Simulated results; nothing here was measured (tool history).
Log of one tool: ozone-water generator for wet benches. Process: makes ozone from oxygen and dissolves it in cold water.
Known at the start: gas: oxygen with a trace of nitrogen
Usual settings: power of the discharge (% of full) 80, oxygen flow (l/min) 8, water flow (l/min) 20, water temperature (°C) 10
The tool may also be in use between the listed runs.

run	hour	power of the discharge (% of full)	oxygen flow (l/min)	water flow (l/min)	water temperature (°C)	dissolved ozone (ppm)	ozone in the gas ahead of the water (g/m3)
1	0	80	8	20	10	44.4	293.7
2	83.6	80	8	20	10	44.5	291.1
3	153.4	80	8	20	10	44.8	294.5
4	276.7	80	8	20	10	44.3	295.8
5	334.3	80	8	20	10	44.7	295.5
6	399	80	8	20	10	44.7	291.9
7	530.7	80	8	20	10	45	295.6
8	663.5	80	10.17	23	15	37.2	261
9	744.9	94	8	15	10	60.4	326.6
10	847.5	80	13.85	20	10	43.7	228
11	937.2	80	6.79	20	16	40.5	318.6
12	1043.3	40	6.88	20	10	27.5	198.1
13	1110.8	41	4.99	15	13	33.2	234.8

Forecast each of these 3 alternatives for the next run:
A	1177.8	41	6.18	15	6	?	?
B	1177.8	41	7.74	23	13	?	?
C	1177.8	41	4.99	32	16	?	?

run	dissolved ozone (ppm)	ozone in the gas ahead of the water (g/m3)
A	37.4	210.3
B	24.8	193.4
C	16.6	237.1
Without the tool's hidden state the same runs would have given:
run	dissolved ozone (ppm)	ozone in the gas ahead of the water (g/m3)
A	37.4	210.3
B	24.8	193.4
C	16.6	237.1
